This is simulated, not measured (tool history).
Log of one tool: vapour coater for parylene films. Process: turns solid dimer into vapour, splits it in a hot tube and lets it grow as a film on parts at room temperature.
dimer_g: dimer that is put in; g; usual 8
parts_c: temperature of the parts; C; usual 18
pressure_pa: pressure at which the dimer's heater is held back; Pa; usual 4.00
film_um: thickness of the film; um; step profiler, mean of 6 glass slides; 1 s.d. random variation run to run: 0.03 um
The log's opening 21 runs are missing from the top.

run	day	dimer_g	parts_c	pressure_pa	hours of work since the trap's valve was overhauled	hours of work since the table's thermometer was calibrated	film_um
# day 16.296: table's thermometer calibrated
22	17.292	3	18	4.00	55	15	1.52
23	18.383	8	18	4.00	72	32	4.01
24	18.983	8	18	4.00	81	42	4.05
25	19.817	8	20	11.25	94	54	3.12
# day 20.650: table's thermometer calibrated, once more
26	20.812	10	27	4.00	109	2	3.85
27	21.800	6	11	6.40	124	18	3.52
28	22.721	8	25	4.00	138	32	3.25
29	23.504	11	18	3.58	150	44	5.62
30	24.504	6	17	8.44	166	60	2.76
31	25.588	13	10	8.44	182	76	7.44
32	26.408	13	10	8.94	195	89	7.31
33	27.192	8	22	3.11	207	101	3.72
34	27.858	5	22	3.64	217	111	2.20
35	28.833	5	22	3.64	233	126	2.22
36	29.408	9	18	4.00	241	135	4.45
37	30.433	8	18	2.37	257	151	4.39
38	31.175	3	11	2.37	269	163	2.01
39	31.746	3	20	2.37	278	171	1.54
40	32.646	8	18	10.69	292	185	3.31
41	33.483	9	12	2.00	304	198	6.08
42	33.983	6	11	3.35	312	206	3.84
# day 34.767: trap's valve overhauled
43	35.246	6	23	5.45	7	223	2.49
44	35.875	8	18	10.41	17	233	3.53
45	36.375	8	18	10.41	25	240	3.49
46	36.904	8	18	10.41	33	249	3.47

5 ways to go on from here, each from the tool as it stands after run 46. What would each give?
A	37.621	14	26	2.12	44	260	?
B	37.621	8	15	4.00	44	260	?
C	37.621	8	18	10.41	44	260	?
D	37.621	4	18	4.00	44	260	?
E	37.621	13	19	7.66	44	260	?

run	film_um
A	6.20
B	4.53
C	3.49
D	2.04
E	5.72
What these runs would have given with no unlogged condition in the tool:
run	film_um
A	6.33
B	4.63
C	3.57
D	2.09
E	5.84
